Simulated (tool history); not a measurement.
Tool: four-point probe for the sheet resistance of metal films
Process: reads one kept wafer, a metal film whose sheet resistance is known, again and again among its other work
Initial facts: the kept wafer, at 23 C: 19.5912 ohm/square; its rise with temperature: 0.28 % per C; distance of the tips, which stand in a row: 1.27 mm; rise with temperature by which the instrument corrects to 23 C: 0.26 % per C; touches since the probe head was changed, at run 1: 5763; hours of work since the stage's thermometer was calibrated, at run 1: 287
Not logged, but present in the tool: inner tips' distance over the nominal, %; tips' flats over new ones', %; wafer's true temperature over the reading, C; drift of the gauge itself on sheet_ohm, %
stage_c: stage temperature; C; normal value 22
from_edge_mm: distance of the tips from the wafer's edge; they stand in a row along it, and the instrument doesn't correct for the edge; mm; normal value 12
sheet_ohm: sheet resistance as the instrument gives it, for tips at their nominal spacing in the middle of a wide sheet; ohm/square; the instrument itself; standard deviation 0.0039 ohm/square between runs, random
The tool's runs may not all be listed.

run	hour	stage_c	from_edge_mm	touches since the probe head was changed	hours of work since the stage's thermometer was calibrated	sheet_ohm
1	0.0	22	12	5763	287	19.716091
2	38.5	22	12	8227	318	19.715421
3	86.6	22	12	11311	356	19.719289
4	130.1	22	12	14100	391	19.708255
5	171.8	22	12	16768	424	19.707313
6	225.4	22	4	20206	466	20.588011
7	299.9	22	4	24975	526	20.588603
8	343.3	22	61	27759	560	19.586625
9	406.0	22	61	31773	610	19.579184
10	474.2	19	12	36140	665	19.679686
11	555.9	19	12	41376	730	19.668833
12	599.0	19	12	44137	764	19.667614
13	673.5	19	12	48913	823	19.659813
14	727.5	22	12	52368	866	19.664241
15	775.9	22	12	55472	905	19.671094
16	859.5	22	12	60828	971	19.659368
17	943.2	22	12	66185	1038	19.655786
18	984.6	22	12	68842	1071	19.649461
19	1018.8	22	12	71033	1098	19.645819
20	1055.0	22	12	73353	1127	19.649017
21	1118.4	25	16	77414	1177	19.606807
# hour 1150.8: new probe head fitted
22	1170.9	25	16	1283	1218	19.627156
23	1223.6	25	16	4662	1260	19.632840
24	1268.9	25	16	7562	1296	19.620059
25	1320.6	33	5	10875	1338	20.236741
26	1355.8	25	25	13130	1366	19.576209
27	1422.0	25	25	17374	1418	19.578606
28	1501.4	19	5	22461	1482	20.178534
29	1574.7	30	39	27153	1540	19.561351
30	1618.0	24	7	29930	1574	19.871314
31	1694.3	24	7	34819	1635	19.866019
32	1759.3	21	9	38984	1687	19.717411
33	1829.9	30	50	43508	1743	19.540945
34	1904.1	33	4	48258	1802	20.541676
35	1978.1	33	4	53000	1861	20.536153
36	2056.5	27	12	58023	1924	19.622671
37	2105.7	27	12	61172	1963	19.620368
38	2186.4	28	4	66346	2027	20.502441

Forecast run 39:
39	2250.9	25	37	70478	2078	?

sheet_ohm: 19.499794 ohm/square
Without the tool's hidden state the same run would have given sheet_ohm 19.607384 ohm/square.
